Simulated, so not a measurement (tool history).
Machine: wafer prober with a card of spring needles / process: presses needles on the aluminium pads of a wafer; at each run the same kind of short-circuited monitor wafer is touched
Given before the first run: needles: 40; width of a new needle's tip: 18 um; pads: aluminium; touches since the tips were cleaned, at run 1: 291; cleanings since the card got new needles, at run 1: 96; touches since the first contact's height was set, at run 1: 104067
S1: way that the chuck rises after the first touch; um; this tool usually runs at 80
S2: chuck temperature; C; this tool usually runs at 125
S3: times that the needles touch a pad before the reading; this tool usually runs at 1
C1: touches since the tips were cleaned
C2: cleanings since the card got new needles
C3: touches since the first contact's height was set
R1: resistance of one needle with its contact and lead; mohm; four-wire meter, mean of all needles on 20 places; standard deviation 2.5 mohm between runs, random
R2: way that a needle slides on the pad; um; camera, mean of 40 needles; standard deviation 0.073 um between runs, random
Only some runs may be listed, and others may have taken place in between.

| run | hour | S1 | S2 | S3 | C1 | C2 | C3 | R1 | R2 |
|---|---|---|---|---|---|---|---|---|---|
| 1 | 0.0 | 80 | 125 | 1 | 291 | 96 | 104067 | 286 | 19.79 |
|  | 20.0 | tips cleaned on abrasive film |
|  | 39.8 | tips cleaned on abrasive film |
| 2 | 53.5 | 80 | 125 | 1 | 4787 | 98 | 122640 | 296 | 19.82 |
|  | 58.0 | tips cleaned on abrasive film |
|  | 79.3 | tips cleaned on abrasive film |
|  | 99.4 | tips cleaned on abrasive film |
| 3 | 112.7 | 80 | 120 | 1 | 4635 | 101 | 143145 | 294 | 19.86 |
|  | 117.2 | tips cleaned on abrasive film |
|  | 136.6 | tips cleaned on abrasive film |
|  | 156.2 | tips cleaned on abrasive film |
| 4 | 159.0 | 80 | 120 | 1 | 974 | 104 | 159137 | 285 | 19.75 |
|  | 174.9 | tips cleaned on abrasive film |
|  | 195.0 | tips cleaned on abrasive film |
|  | 214.7 | tips cleaned on abrasive film |
| 5 | 214.7 | 80 | 125 | 1 | 0 | 107 | 178437 | 282 | 19.72 |
|  | 236.6 | tips cleaned on abrasive film |
|  | 257.6 | tips cleaned on abrasive film |
|  | 257.9 | height of the first contact set anew |
| 6 | 260.4 | 80 | 125 | 1 | 866 | 109 | 866 | 284 | 19.28 |
|  | 276.3 | tips cleaned on abrasive film |
|  | 298.1 | tips cleaned on abrasive film |
| 7 | 307.4 | 80 | 125 | 1 | 3229 | 111 | 17186 | 299 | 19.15 |
|  | 316.3 | tips cleaned on abrasive film |
|  | 335.0 | tips cleaned on abrasive film |
| 8 | 340.8 | 80 | 125 | 1 | 2018 | 113 | 28754 | 295 | 19.22 |
|  | 357.0 | tips cleaned on abrasive film |
|  | 377.7 | tips cleaned on abrasive film |
| 9 | 392.0 | 80 | 54 | 2 | 4959 | 115 | 46489 | 277 | 19.20 |

Run 10 comes next. What will it give?
|  | 396.1 | tips cleaned on abrasive film |
|  | 416.5 | tips cleaned on abrasive film |
|  | 437.2 | tips cleaned on abrasive film |
|  | 440.1 | height of the first contact set anew, once more |
| 10 | 440.1 | 80 | 54 | 2 | 915 | 118 | 0 | ? | ? |

{"run 10": {"R1": 264, "R2": 20.32}}
Had the tool carried no hidden state, the very same run would have given R1 259 mohm, R2 20.32 um.

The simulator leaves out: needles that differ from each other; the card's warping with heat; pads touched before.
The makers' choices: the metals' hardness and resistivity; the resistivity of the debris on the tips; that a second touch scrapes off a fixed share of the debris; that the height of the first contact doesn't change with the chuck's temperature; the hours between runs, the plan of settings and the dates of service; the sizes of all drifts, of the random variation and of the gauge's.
